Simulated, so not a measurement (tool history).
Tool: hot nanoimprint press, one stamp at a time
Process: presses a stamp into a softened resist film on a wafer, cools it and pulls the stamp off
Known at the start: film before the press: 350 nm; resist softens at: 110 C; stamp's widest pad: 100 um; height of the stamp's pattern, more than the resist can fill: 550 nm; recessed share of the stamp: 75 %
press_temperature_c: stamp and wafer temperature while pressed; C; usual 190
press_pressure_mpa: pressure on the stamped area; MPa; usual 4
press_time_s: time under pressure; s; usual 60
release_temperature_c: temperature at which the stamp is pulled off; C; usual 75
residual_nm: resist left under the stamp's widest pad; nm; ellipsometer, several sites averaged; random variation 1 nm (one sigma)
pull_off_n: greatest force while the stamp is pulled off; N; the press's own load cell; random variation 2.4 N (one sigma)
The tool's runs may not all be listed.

run,hour,press_temperature_c,press_pressure_mpa,press_time_s,release_temperature_c,residual_nm,pull_off_n
1,0,190,4,60,75,181.3,166
2,10.7,190,4,60,75,180.7,163
3,24.1,190,4,60,75,182.8,168
# hour 42.8: plate thermocouple calibrated
4,50.4,190,4,60,75,186,174
5,75.9,182,4,60,75,238.5,176
6,92.1,182,4.66,60,75,227.3,177
7,115.6,182,4.66,60,75,226.3,182
8,135,182,4.66,60,75,225.3,178
9,147.4,190,4,60,75,186.6,176
10,159.9,190,4,60,80,185.9,184
11,181.6,190,4,60,80,187.1,182
# hour 193: stamp cleaned and given a new release coat
# hour 201.3: plate thermocouple calibrated, once more
12,201.6,190,4,60,75,172.4,109
13,222.3,190,4,60,81,172.4,106
14,245,190,4,60,81,170.5,108
15,256.9,182,2.85,34,79,281,106
16,267.8,182,4.51,34,79,248.6,112
17,290.1,191,3.23,34,73,218.1,113
18,314.9,191,3.23,34,73,219,124
19,335.6,191,3.23,34,78,220,119
20,358.8,181,4.86,60,75,215.2,125
21,374.5,192,4.86,44,67,168.3,128

The next listed run, before its measurement:
22,387.4,192,4.86,44,67,?,?

residual_nm: 165.8 nm
pull_off_n: 134 N
Without the tool's hidden state the same run would have given residual_nm 161.3 nm, pull_off_n 112 N.
